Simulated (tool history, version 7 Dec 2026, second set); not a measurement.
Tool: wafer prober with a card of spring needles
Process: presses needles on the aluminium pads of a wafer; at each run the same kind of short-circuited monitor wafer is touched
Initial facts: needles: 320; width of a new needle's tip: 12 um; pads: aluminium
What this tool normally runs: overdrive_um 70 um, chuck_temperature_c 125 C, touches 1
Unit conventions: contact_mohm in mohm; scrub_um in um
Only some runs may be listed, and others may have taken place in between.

| run | day | overdrive_um | chuck_temperature_c | touches | contact_mohm | scrub_um |
|---|---|---|---|---|---|---|
| 1 | 0 | 70 | 125 | 1 | 130 | 17.73 |
| 2 | 0.412 | 70 | 125 | 1 | 131 | 17.7 |
| 3 | 0.988 | 70 | 125 | 2 | 131 | 17.68 |
| 4 | 1.746 | 70 | 125 | 2 | 132 | 17.63 |
|  | 1.788 | tips cleaned on abrasive film |
| 5 | 2.496 | 70 | 125 | 2 | 131 | 17.59 |
| 6 | 2.846 | 70 | 125 | 2 | 129 | 17.57 |
|  | 3.333 | height of the first contact set anew |
|  | 3.592 | tips cleaned on abrasive film |
| 7 | 3.621 | 70 | 125 | 2 | 131 | 17.52 |
| 8 | 4.388 | 70 | 125 | 1 | 133 | 17.51 |
| 9 | 4.958 | 70 | 77 | 1 | 126 | 17.48 |
|  | 5.358 | tips cleaned on abrasive film |
| 10 | 5.396 | 70 | 125 | 1 | 130 | 17.44 |
| 11 | 5.788 | 70 | 125 | 1 | 132 | 17.43 |
| 12 | 6.583 | 70 | 26 | 1 | 116 | 17.38 |
|  | 7.133 | tips cleaned on abrasive film |
| 13 | 7.133 | 70 | 26 | 1 | 114 | 17.38 |
| 14 | 7.838 | 70 | 125 | 1 | 131 | 17.32 |
| 15 | 8.188 | 70 | 52 | 2 | 121 | 17.31 |
| 16 | 8.55 | 60 | 52 | 1 | 122 | 14.82 |
|  | 8.921 | tips cleaned on abrasive film |
| 17 | 8.967 | 70 | 32 | 1 | 116 | 17.25 |
| 18 | 9.708 | 70 | 32 | 1 | 117 | 17.22 |
|  | 10.112 | gauge calibrated |
| 19 | 10.512 | 70 | 32 | 1 | 118 | 17.71 |
|  | 10.7 | tips cleaned on abrasive film |
| 20 | 11.079 | 70 | 32 | 1 | 116 | 17.67 |
| 21 | 11.808 | 89 | 51 | 2 | 117 | 22.44 |
| 22 | 12.342 | 70 | 56 | 2 | 121 | 17.61 |
|  | 12.475 | tips cleaned on abrasive film |
| 23 | 12.746 | 78 | 68 | 2 | 122 | 19.6 |
| 24 | 13.108 | 86 | 68 | 2 | 120 | 21.6 |
| 25 | 13.967 | 75 | 44 | 1 | 116 | 18.81 |
|  | 14.246 | tips cleaned on abrasive film |
| 26 | 14.5 | 55 | 47 | 3 | 125 | 13.76 |
| 27 | 14.862 | 79 | 43 | 2 | 116 | 19.73 |
| 28 | 15.475 | 70 | 37 | 1 | 119 | 17.45 |

Measured less the same run without the tool's hidden state. The same run-to-run variation is in both; the gauge's scatter may not be:
Hidden conditions of the tool in this case: debris on the tips, nm; way that the needles fall short of the set height, um; tips' diameter, um; drift of the gauge itself on contact_mohm, %; drift of the gauge itself on scrub_um, %.
| run | scrub_um |
|---|---|
| 1 | +0 |
| 2 | -0.02 |
| 3 | -0.06 |
| 4 | -0.09 |
| 5 | -0.13 |
| 6 | -0.15 |
| 7 | -0.19 |
| 8 | -0.23 |
| 9 | -0.26 |
| 10 | -0.28 |
| 11 | -0.3 |
| 12 | -0.35 |
| 13 | -0.37 |
| 14 | -0.41 |
| 15 | -0.43 |
| 16 | -0.38 |
| 17 | -0.47 |
| 18 | -0.51 |
| 19 | -0.02 |
| 20 | -0.05 |
| 21 | -0.12 |
| 22 | -0.12 |
| 23 | -0.15 |
| 24 | -0.19 |
| 25 | -0.22 |
| 26 | -0.18 |
| 27 | -0.28 |
| 28 | -0.28 |
contact_mohm without the hidden state stays within 1 mohm of what was measured, in all runs.
